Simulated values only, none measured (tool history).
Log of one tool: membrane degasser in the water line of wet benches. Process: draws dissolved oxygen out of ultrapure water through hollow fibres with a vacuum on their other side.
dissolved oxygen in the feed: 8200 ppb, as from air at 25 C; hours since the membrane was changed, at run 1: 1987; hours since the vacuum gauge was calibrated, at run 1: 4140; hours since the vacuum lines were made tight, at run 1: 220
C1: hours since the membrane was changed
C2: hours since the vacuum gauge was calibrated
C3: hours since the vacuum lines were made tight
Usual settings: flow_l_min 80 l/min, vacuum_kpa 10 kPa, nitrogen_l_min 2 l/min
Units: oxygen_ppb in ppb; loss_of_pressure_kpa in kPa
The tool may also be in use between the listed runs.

run 1 hour=0 | flow_l_min=80 vacuum_kpa=10 nitrogen_l_min=2 | C1=1987 C2=4140 C3=220 | oxygen_ppb=533.1 loss_of_pressure_kpa=48.22
run 2 hour=110.3 | flow_l_min=80 vacuum_kpa=24.8 nitrogen_l_min=2 | C1=2098 C2=4250 C3=331 | oxygen_ppb=1488.9 loss_of_pressure_kpa=48.35
run 3 hour=277.8 | flow_l_min=80 vacuum_kpa=24.8 nitrogen_l_min=2 | C1=2265 C2=4418 C3=498 | oxygen_ppb=1487.6 loss_of_pressure_kpa=48.56
run 4 hour=396.7 | flow_l_min=80 vacuum_kpa=24.8 nitrogen_l_min=2 | C1=2384 C2=4536 C3=617 | oxygen_ppb=1485.2 loss_of_pressure_kpa=48.64
run 5 hour=517.4 | flow_l_min=80 vacuum_kpa=24.8 nitrogen_l_min=2 | C1=2505 C2=4657 C3=738 | oxygen_ppb=1489.5 loss_of_pressure_kpa=48.42
-- hour=749.9 vacuum gauge calibrated
run 6 hour=749.9 | flow_l_min=80 vacuum_kpa=10 nitrogen_l_min=2 | C1=2737 C2=0 C3=970 | oxygen_ppb=534.2 loss_of_pressure_kpa=48.4
run 7 hour=923.1 | flow_l_min=49 vacuum_kpa=10 nitrogen_l_min=2 | C1=2910 C2=173 C3=1143 | oxygen_ppb=354.1 loss_of_pressure_kpa=29.68
run 8 hour=1100.1 | flow_l_min=49 vacuum_kpa=10 nitrogen_l_min=2 | C1=3087 C2=350 C3=1320 | oxygen_ppb=354.3 loss_of_pressure_kpa=30.17
run 9 hour=1328.6 | flow_l_min=49 vacuum_kpa=10 nitrogen_l_min=2 | C1=3315 C2=579 C3=1549 | oxygen_ppb=354.2 loss_of_pressure_kpa=29.81
run 10 hour=1528.1 | flow_l_min=104 vacuum_kpa=10 nitrogen_l_min=1.14 | C1=3515 C2=778 C3=1748 | oxygen_ppb=944.1 loss_of_pressure_kpa=63.62
run 11 hour=1665.4 | flow_l_min=60 vacuum_kpa=19.9 nitrogen_l_min=2 | C1=3652 C2=915 C3=1885 | oxygen_ppb=961.1 loss_of_pressure_kpa=36.9

3 ways to go on from here, each from the tool as it stands after run 11. What would each give?
run A hour=1886.5 | flow_l_min=69 vacuum_kpa=24 nitrogen_l_min=0.9 | C1=3873 C2=1137 C3=2106 | oxygen_ppb=? loss_of_pressure_kpa=?
run B hour=1886.5 | flow_l_min=80 vacuum_kpa=14.5 nitrogen_l_min=1.03 | C1=3873 C2=1137 C3=2106 | oxygen_ppb=? loss_of_pressure_kpa=?
run C hour=1886.5 | flow_l_min=77 vacuum_kpa=10 nitrogen_l_min=1.04 | C1=3873 C2=1137 C3=2106 | oxygen_ppb=? loss_of_pressure_kpa=?

run=A oxygen_ppb=2175 loss_of_pressure_kpa=42.35
run=B oxygen_ppb=1325.7 loss_of_pressure_kpa=49.3
run=C oxygen_ppb=816.2 loss_of_pressure_kpa=46.8
Without the tool's hidden state the same runs would have given:
run=A oxygen_ppb=2174.9 loss_of_pressure_kpa=41.65
run=B oxygen_ppb=1325.6 loss_of_pressure_kpa=48.48
run=C oxygen_ppb=816.1 loss_of_pressure_kpa=46.02
